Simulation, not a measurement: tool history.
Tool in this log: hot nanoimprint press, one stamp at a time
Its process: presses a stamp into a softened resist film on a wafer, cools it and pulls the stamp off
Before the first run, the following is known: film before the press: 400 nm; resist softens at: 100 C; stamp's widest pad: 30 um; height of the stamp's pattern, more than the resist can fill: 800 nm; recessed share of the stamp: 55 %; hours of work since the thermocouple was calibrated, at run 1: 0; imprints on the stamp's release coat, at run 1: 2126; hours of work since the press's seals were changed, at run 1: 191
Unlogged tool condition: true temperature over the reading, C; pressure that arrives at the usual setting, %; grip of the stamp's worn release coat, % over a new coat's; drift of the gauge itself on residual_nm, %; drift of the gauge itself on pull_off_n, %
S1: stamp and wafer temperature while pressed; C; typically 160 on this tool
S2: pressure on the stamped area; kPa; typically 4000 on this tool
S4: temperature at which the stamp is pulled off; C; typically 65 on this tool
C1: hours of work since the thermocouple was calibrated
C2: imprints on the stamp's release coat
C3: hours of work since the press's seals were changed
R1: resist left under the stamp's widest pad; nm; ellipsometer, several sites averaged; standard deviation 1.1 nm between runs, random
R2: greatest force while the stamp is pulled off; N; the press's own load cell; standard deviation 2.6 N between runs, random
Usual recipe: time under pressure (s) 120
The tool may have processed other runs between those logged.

{"run": 1, "hour": 0.0, "S1": 160, "S2": 4000, "time under pressure (s)": 120, "S4": 65, "C1": 0, "C2": 2126, "C3": 191, "R1": 166.7, "R2": 151}
{"run": 2, "hour": 8.0, "S1": 160, "S2": 4000, "time under pressure (s)": 120, "S4": 65, "C1": 5, "C2": 2153, "C3": 195, "R1": 166.6, "R2": 157}
{"hour": 16.9, "done": "stamp cleaned and given a new release coat"}
{"run": 3, "hour": 21.7, "S1": 160, "S2": 4000, "time under pressure (s)": 120, "S4": 65, "C1": 10, "C2": 16, "C3": 200, "R1": 167.7, "R2": 120}
{"run": 4, "hour": 31.3, "S1": 160, "S2": 4000, "time under pressure (s)": 120, "S4": 65, "C1": 16, "C2": 49, "C3": 206, "R1": 171.4, "R2": 119}
{"run": 5, "hour": 42.5, "S1": 160, "S2": 4000, "time under pressure (s)": 120, "S4": 65, "C1": 23, "C2": 87, "C3": 213, "R1": 169.6, "R2": 120}
{"run": 6, "hour": 54.7, "S1": 160, "S2": 4000, "time under pressure (s)": 120, "S4": 65, "C1": 30, "C2": 128, "C3": 221, "R1": 170.4, "R2": 118}
{"run": 7, "hour": 66.7, "S1": 160, "S2": 4000, "time under pressure (s)": 120, "S4": 65, "C1": 38, "C2": 169, "C3": 228, "R1": 169.3, "R2": 119}
{"run": 8, "hour": 80.4, "S1": 160, "S2": 4000, "time under pressure (s)": 120, "S4": 65, "C1": 46, "C2": 216, "C3": 237, "R1": 169.7, "R2": 118}
{"run": 9, "hour": 94.9, "S1": 160, "S2": 4000, "time under pressure (s)": 120, "S4": 65, "C1": 55, "C2": 265, "C3": 246, "R1": 169.0, "R2": 122}
{"run": 10, "hour": 105.9, "S1": 160, "S2": 4000, "time under pressure (s)": 120, "S4": 63, "C1": 62, "C2": 302, "C3": 253, "R1": 171.5, "R2": 134}
{"run": 11, "hour": 115.7, "S1": 160, "S2": 4000, "time under pressure (s)": 120, "S4": 65, "C1": 68, "C2": 335, "C3": 259, "R1": 169.7, "R2": 126}
{"run": 12, "hour": 128.8, "S1": 160, "S2": 4000, "time under pressure (s)": 120, "S4": 65, "C1": 76, "C2": 380, "C3": 267, "R1": 171.4, "R2": 129}
{"run": 13, "hour": 137.5, "S1": 160, "S2": 4000, "time under pressure (s)": 120, "S4": 65, "C1": 82, "C2": 409, "C3": 272, "R1": 168.6, "R2": 124}
{"run": 14, "hour": 145.8, "S1": 160, "S2": 4000, "time under pressure (s)": 120, "S4": 58, "C1": 87, "C2": 437, "C3": 277, "R1": 172.8, "R2": 132}
{"run": 15, "hour": 158.9, "S1": 160, "S2": 4000, "time under pressure (s)": 120, "S4": 58, "C1": 95, "C2": 482, "C3": 286, "R1": 171.5, "R2": 131}
{"run": 16, "hour": 168.9, "S1": 160, "S2": 5260, "time under pressure (s)": 120, "S4": 58, "C1": 101, "C2": 516, "C3": 292, "R1": 147.8, "R2": 126}
{"run": 17, "hour": 184.9, "S1": 169, "S2": 3920, "time under pressure (s)": 94, "S4": 52, "C1": 111, "C2": 570, "C3": 302, "R1": 115.8, "R2": 138}
{"run": 18, "hour": 193.6, "S1": 169, "S2": 3440, "time under pressure (s)": 148, "S4": 70, "C1": 117, "C2": 599, "C3": 307, "R1": 104.8, "R2": 123}
{"run": 19, "hour": 202.5, "S1": 169, "S2": 3440, "time under pressure (s)": 148, "S4": 70, "C1": 122, "C2": 630, "C3": 313, "R1": 105.3, "R2": 125}
{"hour": 206.3, "done": "plate thermocouple calibrated"}
{"run": 20, "hour": 219.9, "S1": 151, "S2": 2850, "time under pressure (s)": 75, "S4": 61, "C1": 8, "C2": 679, "C3": 322, "R1": 337.0, "R2": 130}
{"run": 21, "hour": 232.1, "S1": 151, "S2": 2850, "time under pressure (s)": 75, "S4": 61, "C1": 16, "C2": 720, "C3": 329, "R1": 339.9, "R2": 131}
{"run": 22, "hour": 239.3, "S1": 160, "S2": 4000, "time under pressure (s)": 120, "S4": 60, "C1": 20, "C2": 744, "C3": 334, "R1": 174.3, "R2": 135}
{"run": 23, "hour": 251.8, "S1": 160, "S2": 4000, "time under pressure (s)": 120, "S4": 54, "C1": 28, "C2": 787, "C3": 341, "R1": 174.4, "R2": 135}
{"hour": 263.8, "done": "plate thermocouple calibrated, once more"}
{"run": 24, "hour": 268.4, "S1": 160, "S2": 5240, "time under pressure (s)": 102, "S4": 65, "C1": 3, "C2": 833, "C3": 350, "R1": 158.8, "R2": 126}
{"run": 25, "hour": 280.4, "S1": 148, "S2": 5720, "time under pressure (s)": 164, "S4": 73, "C1": 10, "C2": 874, "C3": 357, "R1": 265.8, "R2": 124}
{"run": 26, "hour": 290.8, "S1": 148, "S2": 5720, "time under pressure (s)": 164, "S4": 73, "C1": 17, "C2": 909, "C3": 364, "R1": 264.2, "R2": 129}
{"run": 27, "hour": 303.3, "S1": 157, "S2": 4000, "time under pressure (s)": 120, "S4": 65, "C1": 25, "C2": 951, "C3": 372, "R1": 204.5, "R2": 134}
{"run": 28, "hour": 315.1, "S1": 157, "S2": 4370, "time under pressure (s)": 120, "S4": 65, "C1": 32, "C2": 991, "C3": 379, "R1": 196.6, "R2": 136}
{"run": 29, "hour": 322.0, "S1": 160, "S2": 4000, "time under pressure (s)": 188, "S4": 66, "C1": 36, "C2": 1015, "C3": 383, "R1": 146.5, "R2": 133}
{"run": 30, "hour": 330.6, "S1": 158, "S2": 2660, "time under pressure (s)": 95, "S4": 65, "C1": 41, "C2": 1044, "C3": 388, "R1": 250.6, "R2": 133}

Consider 3 possible next runs. They are alternatives, not a sequence: every one starts from the tool as it was left by run 30. What does each give?
{"run": "A", "hour": 338.5, "S1": 160, "S2": 4000, "time under pressure (s)": 120, "S4": 59, "C1": 46, "C2": 1071, "C3": 393, "R1": "?", "R2": "?"}
{"run": "B", "hour": 338.5, "S1": 150, "S2": 3250, "time under pressure (s)": 120, "S4": 72, "C1": 46, "C2": 1071, "C3": 393, "R1": "?", "R2": "?"}
{"run": "C", "hour": 338.5, "S1": 170, "S2": 4000, "time under pressure (s)": 207, "S4": 65, "C1": 46, "C2": 1071, "C3": 393, "R1": "?", "R2": "?"}

run=A R1=173.5 R2=140
run=B R1=310.8 R2=129
run=C R1=80.5 R2=137
With no hidden state in the tool, these same runs would have given:
run=A R1=170.1 R2=123
run=B R1=307.4 R2=112
run=C R1=78.9 R2=120

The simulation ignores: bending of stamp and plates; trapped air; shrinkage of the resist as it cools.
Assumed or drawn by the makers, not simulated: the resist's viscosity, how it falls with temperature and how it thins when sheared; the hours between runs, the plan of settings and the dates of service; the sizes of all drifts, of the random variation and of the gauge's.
